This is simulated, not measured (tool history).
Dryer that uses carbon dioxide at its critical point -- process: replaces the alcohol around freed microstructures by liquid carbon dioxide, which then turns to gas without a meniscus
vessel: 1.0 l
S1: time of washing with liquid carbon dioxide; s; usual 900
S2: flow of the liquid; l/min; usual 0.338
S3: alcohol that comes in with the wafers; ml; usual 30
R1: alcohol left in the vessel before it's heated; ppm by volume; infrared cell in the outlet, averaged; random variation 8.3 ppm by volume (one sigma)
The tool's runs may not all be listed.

Run 1, hour 0: usual settings. Result: R1 575 ppm by volume.
Run 2, hour 9.1: usual settings. Result: R1 553 ppm by volume.
Run 3, hour 20.7: usual settings. Result: R1 570 ppm by volume.
Run 4, hour 28.3: usual settings but S1 1380 s. Result: R1 85 ppm by volume.
Run 5, hour 41.3: usual settings but S1 1380 s. Result: R1 88 ppm by volume.
Run 6, hour 53.7: usual settings but S1 1380 s. Result: R1 92 ppm by volume.
Run 7, hour 69.4: usual settings but S1 1140 s. Result: R1 214 ppm by volume.
Run 8, hour 81.8: usual settings but S3 62 ml. Result: R1 1185 ppm by volume.
Run 9, hour 95.6: usual settings but S3 62 ml. Result: R1 1206 ppm by volume.
Run 10, hour 104.3: usual settings but S3 62 ml. Result: R1 1193 ppm by volume.
Run 11, hour 119.1: usual settings but S3 62 ml. Result: R1 1222 ppm by volume.
Run 12, hour 126.9: usual settings. Result: R1 474 ppm by volume.
Run 13, hour 138.1: usual settings. Result: R1 494 ppm by volume.
Run 14, hour 149.4: usual settings. Result: R1 468 ppm by volume.
Run 15, hour 162.8: usual settings but S1 840 s. Result: R1 658 ppm by volume.
Run 16, hour 171.4: usual settings but S1 840 s. Result: R1 645 ppm by volume.
Run 17, hour 186.9: usual settings. Result: R1 485 ppm by volume.
Run 18, hour 197.6: usual settings. Result: R1 505 ppm by volume.
Run 19, hour 210.6: usual settings. Result: R1 498 ppm by volume.
Run 20, hour 223.3: usual settings. Result: R1 505 ppm by volume.
Run 21, hour 235.4: usual settings. Result: R1 514 ppm by volume.
Run 22, hour 245.7: usual settings but S1 960 s, S2 0.421 l/min, S3 75 ml. Result: R1 345 ppm by volume.
Run 23, hour 253: usual settings but S1 960 s, S2 0.421 l/min, S3 75 ml. Result: R1 331 ppm by volume.
Run 24, hour 261.6: usual settings but S1 960 s, S2 0.421 l/min, S3 75 ml. Result: R1 341 ppm by volume.
Run 25, hour 271.3: usual settings but S1 780 s, S2 0.261 l/min, S3 26 ml. Result: R1 1720 ppm by volume.
Run 26, hour 280.5: usual settings but S1 1320 s, S2 0.281 l/min, S3 52 ml. Result: R1 395 ppm by volume.
Run 27, hour 294.2: usual settings but S1 1080 s, S3 67 ml. Result: R1 509 ppm by volume.
Run 28, hour 309.5: usual settings but S1 960 s, S2 0.218 l/min, S3 29 ml. Result: R1 1801 ppm by volume.
Run 29, hour 318.4: usual settings but S1 600 s, S2 0.405 l/min, S3 120 ml. Result: R1 4373 ppm by volume.
Run 30, hour 330.9: usual settings but S1 720 s, S2 0.475 l/min, S3 120 ml. Result: R1 1133 ppm by volume.
Run 31, hour 340.6: usual settings but S1 1440 s, S2 0.238 l/min. Result: R1 351 ppm by volume.
Run 32, hour 347.8: usual settings but S1 1440 s, S2 0.238 l/min. Result: R1 377 ppm by volume.
Run 33, hour 357.2: usual settings but S2 0.47 l/min. Result: R1 150 ppm by volume.
Run 34, hour 373.1: usual settings but S2 0.288 l/min, S3 28 ml. Result: R1 938 ppm by volume.
Run 35, hour 384.6: usual settings but S2 0.39 l/min, S3 44 ml. Result: R1 427 ppm by volume.

Removed from this log: 1 entry logged between the listed runs. Between which two listed runs does each belong, and how does the tool's hidden state at the listed run before it compare with that at the listed run after it?
After run 11, before run 12: inlet filter changed (hour 123.9)
  flow that reaches the vessel past the clogged filter, %: 93.8 -> 99.6; alcohol in the recycled carbon dioxide, ppm: 31.4 -> 32.2
  difference, measured minus the result without the unlogged condition, R1: +300 -> +35 ppm by volume

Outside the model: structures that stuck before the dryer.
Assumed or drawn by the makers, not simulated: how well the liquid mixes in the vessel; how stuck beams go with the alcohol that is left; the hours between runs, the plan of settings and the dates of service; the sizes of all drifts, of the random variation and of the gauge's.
